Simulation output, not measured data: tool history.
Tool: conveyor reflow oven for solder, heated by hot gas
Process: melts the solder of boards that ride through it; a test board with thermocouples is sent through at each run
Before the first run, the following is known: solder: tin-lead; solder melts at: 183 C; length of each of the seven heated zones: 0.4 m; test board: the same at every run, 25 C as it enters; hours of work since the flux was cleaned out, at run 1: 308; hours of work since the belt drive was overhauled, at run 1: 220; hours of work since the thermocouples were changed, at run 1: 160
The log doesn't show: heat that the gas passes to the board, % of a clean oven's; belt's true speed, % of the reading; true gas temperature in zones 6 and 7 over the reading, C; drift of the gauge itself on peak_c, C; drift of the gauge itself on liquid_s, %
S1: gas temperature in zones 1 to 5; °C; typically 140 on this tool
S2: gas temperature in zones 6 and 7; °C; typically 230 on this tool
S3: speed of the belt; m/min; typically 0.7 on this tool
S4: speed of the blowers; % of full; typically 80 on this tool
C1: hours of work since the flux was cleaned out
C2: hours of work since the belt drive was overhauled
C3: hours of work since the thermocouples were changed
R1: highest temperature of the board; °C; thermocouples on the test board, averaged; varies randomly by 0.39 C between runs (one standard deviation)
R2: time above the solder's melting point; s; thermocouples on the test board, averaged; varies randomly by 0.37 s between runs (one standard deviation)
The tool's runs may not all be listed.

| run | hour | S1 | S2 | S3 | S4 | C1 | C2 | C3 | R1 | R2 |
|---|---|---|---|---|---|---|---|---|---|---|
| 1 | 0 | 140 | 230 | 0.7 | 80 | 308 | 220 | 160 | 210.4 | 46.2 |
| 2 | 10.5 | 140 | 230 | 0.7 | 80 | 316 | 229 | 168 | 209.8 | 46.2 |
| 3 | 22.4 | 140 | 230 | 0.7 | 80 | 325 | 238 | 177 | 210.2 | 45.8 |
| 4 | 36.4 | 140 | 230 | 0.7 | 80 | 336 | 249 | 188 | 210.2 | 45.7 |
| 5 | 45.6 | 140 | 230 | 0.7 | 80 | 343 | 256 | 195 | 210 | 45.3 |
| 6 | 52.3 | 140 | 230 | 0.7 | 80 | 348 | 261 | 200 | 210.7 | 45.2 |
| 7 | 61.4 | 140 | 230 | 0.7 | 80 | 355 | 268 | 207 | 209.6 | 45.3 |
| 8 | 71.8 | 140 | 230 | 0.7 | 80 | 363 | 276 | 216 | 210 | 45.7 |
| 9 | 80.1 | 140 | 230 | 0.7 | 80 | 369 | 282 | 222 | 209.2 | 45.4 |
| 10 | 93 | 140 | 230 | 0.7 | 80 | 379 | 292 | 232 | 209.6 | 45.1 |
| 11 | 103.3 | 140 | 230 | 0.7 | 80 | 387 | 300 | 240 | 209.2 | 45 |
| 12 | 110.1 | 140 | 230 | 0.724 | 80 | 393 | 306 | 245 | 208.1 | 41.7 |
| 13 | 120.1 | 151 | 230 | 0.7 | 80 | 400 | 313 | 253 | 211.9 | 51.6 |
| 14 | 134.1 | 151 | 230 | 0.7 | 80 | 411 | 324 | 264 | 212.6 | 51.3 |
| 15 | 142.7 | 140 | 230 | 0.812 | 80 | 418 | 331 | 270 | 203.8 | 31.9 |
| 16 | 153.3 | 140 | 230 | 0.812 | 80 | 426 | 339 | 278 | 203.6 | 32.3 |
| 17 | 160.8 | 140 | 219 | 0.623 | 52 | 432 | 345 | 284 | 199.5 | 37.6 |
| 18 | 168.9 | 140 | 228 | 0.665 | 80 | 438 | 351 | 291 | 209.5 | 47.5 |
|  | 174.6 | flux residue cleaned out of gas plates and filters |
| 19 | 184.7 | 130 | 219 | 0.7 | 80 | 8 | 359 | 299 | 195.7 | 25.3 |
| 20 | 198.5 | 130 | 219 | 0.712 | 80 | 18 | 370 | 310 | 195.3 | 23.7 |
|  | 207.4 | flux residue cleaned out of gas plates and filters, once more |
| 21 | 218 | 140 | 230 | 0.7 | 66 | 8 | 381 | 321 | 212.4 | 47.5 |
| 22 | 226.2 | 140 | 230 | 0.7 | 66 | 15 | 388 | 327 | 211.9 | 47.5 |
| 23 | 232.8 | 140 | 222 | 0.661 | 66 | 20 | 393 | 332 | 206.7 | 45.7 |
| 24 | 242.6 | 140 | 230 | 0.7 | 70 | 27 | 400 | 340 | 212 | 48.2 |
| 25 | 253.6 | 140 | 230 | 0.7 | 70 | 36 | 409 | 348 | 212.2 | 47.6 |
| 26 | 264.9 | 140 | 230 | 0.7 | 70 | 44 | 417 | 357 | 212.2 | 48 |
| 27 | 272.5 | 140 | 230 | 0.804 | 80 | 50 | 423 | 363 | 209 | 38.8 |
| 28 | 285.5 | 140 | 230 | 0.7 | 80 | 60 | 433 | 373 | 214.2 | 50.4 |
| 29 | 299.9 | 140 | 230 | 0.7 | 80 | 71 | 444 | 384 | 213.7 | 50.2 |
| 30 | 312.7 | 140 | 230 | 0.803 | 70 | 81 | 454 | 394 | 206.6 | 36.5 |

3 ways to go on from here, each from the tool as it stands after run 30. What would each give?
| A | 322.8 | 140 | 234 | 0.7 | 52 | 89 | 462 | 402 | ? | ? |
| B | 322.8 | 144 | 230 | 0.705 | 85 | 89 | 462 | 402 | ? | ? |
| C | 322.8 | 140 | 230 | 0.614 | 80 | 89 | 462 | 402 | ? | ? |

| run | R1 | R2 |
|---|---|---|
| A | 210.3 | 46.5 |
| B | 214.9 | 52.2 |
| C | 217.5 | 60 |
Without the tool's hidden state the same runs would have given:
| run | R1 | R2 |
|---|---|---|
| A | 210 | 45.8 |
| B | 214.7 | 51.6 |
| C | 217.1 | 59.2 |
